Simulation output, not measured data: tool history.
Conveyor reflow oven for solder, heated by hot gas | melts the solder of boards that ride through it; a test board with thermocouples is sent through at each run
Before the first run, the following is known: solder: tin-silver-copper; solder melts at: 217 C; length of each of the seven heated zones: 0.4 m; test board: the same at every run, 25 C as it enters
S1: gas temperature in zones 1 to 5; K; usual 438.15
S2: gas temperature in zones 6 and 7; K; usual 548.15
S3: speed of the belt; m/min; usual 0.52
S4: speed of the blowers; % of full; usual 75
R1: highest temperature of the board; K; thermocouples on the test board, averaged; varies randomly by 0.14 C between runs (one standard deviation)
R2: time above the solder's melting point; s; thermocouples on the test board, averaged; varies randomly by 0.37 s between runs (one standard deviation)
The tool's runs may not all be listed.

Run 1, day 0: usual settings. Result: R1 532.85 K, R2 71.8 s.
At day 0.367: flux residue cleaned out of gas plates and filters.
Run 2, day 0.508: usual settings. Result: R1 532.65 K, R2 72 s.
Run 3, day 0.729: usual settings but S1 423.15 K. Result: R1 530.45 K, R2 65.1 s.
Run 4, day 0.958: usual settings but S1 423.15 K. Result: R1 530.25 K, R2 65.7 s.
Run 5, day 1.212: usual settings but S1 423.15 K. Result: R1 530.75 K, R2 65.7 s.
Run 6, day 1.571: usual settings but S2 538.15 K. Result: R1 523.95 K, R2 65.1 s.
Run 7, day 1.958: usual settings. Result: R1 532.65 K, R2 72 s.
Run 8, day 2.254: usual settings but S1 446.15 K. Result: R1 534.05 K, R2 75.8 s.
Run 9, day 2.425: usual settings but S1 428.15 K. Result: R1 531.55 K, R2 67.5 s.
Run 10, day 2.617: usual settings but S2 554.15 K. Result: R1 538.35 K, R2 75.6 s.
Run 11, day 2.838: usual settings but S2 554.15 K. Result: R1 538.25 K, R2 75.8 s.
Run 12, day 3.167: usual settings but S1 433.15 K, S2 554.15 K. Result: R1 537.35 K, R2 72.9 s.
Run 13, day 3.45: usual settings but S1 433.15 K, S2 554.15 K. Result: R1 537.75 K, R2 73.3 s.
Run 14, day 3.825: usual settings but S1 433.15 K, S2 554.15 K. Result: R1 537.55 K, R2 73.3 s.
Run 15, day 4.183: usual settings but S3 0.476 m/min. Result: R1 535.45 K, R2 81.5 s.
Run 16, day 4.546: usual settings but S3 0.476 m/min. Result: R1 535.45 K, R2 80.8 s.
Run 17, day 4.808: usual settings but S1 445.15 K, S2 544.15 K, S3 0.476 m/min, S4 71 % of full. Result: R1 531.75 K, R2 81.7 s.

The next listed run, before its measurement:
Run 18, day 4.971: usual settings but S1 445.15 K, S3 0.529 m/min, S4 84 % of full. Result: R1 ?, R2 ?.

{"run 18": {"R1": 535.95, "R2": 75.7}}
Minus the tool's unlogged condition, the same run would have read R1 535.95 K, R2 75.7 s.
